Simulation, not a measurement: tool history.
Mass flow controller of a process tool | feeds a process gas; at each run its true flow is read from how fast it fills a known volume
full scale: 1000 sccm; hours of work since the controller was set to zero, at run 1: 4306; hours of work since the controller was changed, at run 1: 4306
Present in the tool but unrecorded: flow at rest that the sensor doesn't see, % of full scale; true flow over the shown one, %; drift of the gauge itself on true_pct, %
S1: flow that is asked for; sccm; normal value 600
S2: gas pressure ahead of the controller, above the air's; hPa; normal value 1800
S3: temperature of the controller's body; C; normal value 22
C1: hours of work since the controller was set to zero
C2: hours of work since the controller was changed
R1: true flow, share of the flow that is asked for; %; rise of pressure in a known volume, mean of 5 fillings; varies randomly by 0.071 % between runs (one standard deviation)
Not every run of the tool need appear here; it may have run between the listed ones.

{"run": 1, "hour": 0.0, "S1": 600, "S2": 1800, "S3": 22, "C1": 4306, "C2": 4306, "R1": 97.62}
{"run": 2, "hour": 185.8, "S1": 600, "S2": 1800, "S3": 22, "C1": 4453, "C2": 4453, "R1": 97.63}
{"run": 3, "hour": 272.2, "S1": 600, "S2": 1800, "S3": 22, "C1": 4521, "C2": 4521, "R1": 97.63}
{"run": 4, "hour": 385.7, "S1": 600, "S2": 1800, "S3": 22, "C1": 4610, "C2": 4610, "R1": 97.58}
{"run": 5, "hour": 480.7, "S1": 600, "S2": 1560, "S3": 22, "C1": 4685, "C2": 4685, "R1": 97.34}
{"run": 6, "hour": 637.0, "S1": 600, "S2": 1820, "S3": 22, "C1": 4808, "C2": 4808, "R1": 97.46}
{"run": 7, "hour": 725.6, "S1": 600, "S2": 1800, "S3": 22, "C1": 4878, "C2": 4878, "R1": 97.29}
{"run": 8, "hour": 918.1, "S1": 600, "S2": 1800, "S3": 22, "C1": 5030, "C2": 5030, "R1": 97.4}
{"run": 9, "hour": 1042.3, "S1": 600, "S2": 1800, "S3": 27, "C1": 5128, "C2": 5128, "R1": 97.66}
{"run": 10, "hour": 1210.4, "S1": 600, "S2": 1800, "S3": 22, "C1": 5260, "C2": 5260, "R1": 97.24}
{"run": 11, "hour": 1412.2, "S1": 600, "S2": 1800, "S3": 22, "C1": 5419, "C2": 5419, "R1": 97.21}
{"run": 12, "hour": 1495.6, "S1": 807, "S2": 1800, "S3": 22, "C1": 5485, "C2": 5485, "R1": 97.65}
{"run": 13, "hour": 1591.6, "S1": 600, "S2": 1800, "S3": 22, "C1": 5560, "C2": 5560, "R1": 97.2}
{"hour": 1606.5, "done": "controller's zero set anew"}
{"run": 14, "hour": 1675.1, "S1": 600, "S2": 1800, "S3": 22, "C1": 54, "C2": 5626, "R1": 96.53}
{"run": 15, "hour": 1840.0, "S1": 600, "S2": 1800, "S3": 25, "C1": 184, "C2": 5756, "R1": 96.61}
{"run": 16, "hour": 1958.3, "S1": 270, "S2": 1620, "S3": 29, "C1": 277, "C2": 5849, "R1": 93.87}
{"run": 17, "hour": 2093.1, "S1": 270, "S2": 2680, "S3": 29, "C1": 383, "C2": 5955, "R1": 94.27}
{"run": 18, "hour": 2195.9, "S1": 552, "S2": 1800, "S3": 22, "C1": 464, "C2": 6036, "R1": 96.26}
{"run": 19, "hour": 2338.3, "S1": 143, "S2": 1800, "S3": 22, "C1": 577, "C2": 6148, "R1": 88.85}
{"hour": 2350.0, "done": "controller's zero set anew, once more"}
{"run": 20, "hour": 2502.6, "S1": 143, "S2": 1800, "S3": 22, "C1": 120, "C2": 6278, "R1": 97.79}
{"run": 21, "hour": 2594.8, "S1": 143, "S2": 2480, "S3": 22, "C1": 193, "C2": 6350, "R1": 98.08}
{"run": 22, "hour": 2732.7, "S1": 600, "S2": 2730, "S3": 22, "C1": 302, "C2": 6459, "R1": 98.83}
{"run": 23, "hour": 2875.5, "S1": 283, "S2": 2730, "S3": 22, "C1": 414, "C2": 6571, "R1": 98.45}
{"run": 24, "hour": 3043.2, "S1": 286, "S2": 2120, "S3": 22, "C1": 546, "C2": 6703, "R1": 98.01}
{"run": 25, "hour": 3131.8, "S1": 179, "S2": 1660, "S3": 31, "C1": 616, "C2": 6773, "R1": 97.73}
{"run": 26, "hour": 3301.7, "S1": 179, "S2": 1660, "S3": 31, "C1": 750, "C2": 6907, "R1": 97.74}
{"run": 27, "hour": 3394.2, "S1": 179, "S2": 1660, "S3": 31, "C1": 823, "C2": 6980, "R1": 97.73}

4 ways to go on from here, each from the tool as it stands after run 27. What would each give?
{"run": "A", "hour": 3497.6, "S1": 212, "S2": 2580, "S3": 25, "C1": 904, "C2": 7062, "R1": "?"}
{"run": "B", "hour": 3497.6, "S1": 395, "S2": 1740, "S3": 32, "C1": 904, "C2": 7062, "R1": "?"}
{"run": "C", "hour": 3497.6, "S1": 801, "S2": 1750, "S3": 22, "C1": 904, "C2": 7062, "R1": "?"}
{"run": "D", "hour": 3497.6, "S1": 111, "S2": 1880, "S3": 25, "C1": 904, "C2": 7062, "R1": "?"}

run=A R1=97.95
run=B R1=98.48
run=C R1=98.32
run=D R1=96.78
Without the tool's unlogged condition, the same runs would have read:
run=A R1=99.77
run=B R1=99.94
run=C R1=99.57
run=D R1=99.31
